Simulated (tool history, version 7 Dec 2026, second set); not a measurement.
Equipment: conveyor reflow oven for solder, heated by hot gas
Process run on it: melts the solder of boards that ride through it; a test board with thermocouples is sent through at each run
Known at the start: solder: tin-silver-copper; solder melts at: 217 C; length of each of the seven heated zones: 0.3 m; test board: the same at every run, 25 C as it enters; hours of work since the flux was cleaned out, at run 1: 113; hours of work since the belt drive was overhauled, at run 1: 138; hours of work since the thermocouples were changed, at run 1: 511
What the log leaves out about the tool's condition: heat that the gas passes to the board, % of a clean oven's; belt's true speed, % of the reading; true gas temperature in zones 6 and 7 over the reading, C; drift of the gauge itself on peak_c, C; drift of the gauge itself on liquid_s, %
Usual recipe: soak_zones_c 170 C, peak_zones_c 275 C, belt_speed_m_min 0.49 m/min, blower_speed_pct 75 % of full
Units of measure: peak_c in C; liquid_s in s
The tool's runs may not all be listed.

run	hour	soak_zones_c	peak_zones_c	belt_speed_m_min	blower_speed_pct	hours of work since the flux was cleaned out	hours of work since the belt drive was overhauled	hours of work since the thermocouples were changed	peak_c	liquid_s
1	0	170	275	0.49	75	113	138	511	260.2	58.6
2	8.8	170	275	0.537	75	118	142	516	257.5	51.7
3	16.4	170	283	0.49	75	122	146	520	267	62.1
4	21.3	170	283	0.49	75	124	149	523	268.1	62.4
5	28.1	170	283	0.49	79	128	153	526	268.1	62.7
6	33	170	283	0.49	79	131	155	529	268.1	63.2
7	40.7	170	283	0.49	79	135	159	533	267.8	62.8
8	50.7	170	283	0.49	79	140	165	538	267.8	62.7
9	57.5	170	283	0.49	79	144	168	542	268.4	63.3
10	66.9	170	283	0.49	79	149	173	547	268.2	62.7
11	76.3	170	283	0.49	79	154	178	552	267.7	63
12	84.9	170	283	0.49	79	158	183	557	268.3	63
13	89.5	170	275	0.497	75	161	185	559	259.3	57.5
14	98.9	170	275	0.435	75	166	190	564	263.6	68.6
15	108.9	170	275	0.49	75	171	196	569	260.6	58.8
16	117.9	170	275	0.466	75	176	201	574	262.1	63.3
17	122.8	170	275	0.549	84	178	203	577	258.3	51.5
18	128	169	275	0.453	89	181	206	580	264.2	66.6
19	134.1	169	275	0.453	89	184	209	583	264.3	66.2
20	141.7	169	275	0.453	89	189	213	587	265.2	66.8
21	151	169	275	0.453	89	193	218	592	265	66.8

Estimate the outcome of run 22 from the log above:
22	158.8	169	275	0.453	89	198	222	596	?	?

Run 22 gave peak_c 264.1 C, liquid_s 66.8 s.
If the tool had no hidden condition, the same run with the same run-to-run variation would have returned peak_c 263.8 C, liquid_s 66.7 s.

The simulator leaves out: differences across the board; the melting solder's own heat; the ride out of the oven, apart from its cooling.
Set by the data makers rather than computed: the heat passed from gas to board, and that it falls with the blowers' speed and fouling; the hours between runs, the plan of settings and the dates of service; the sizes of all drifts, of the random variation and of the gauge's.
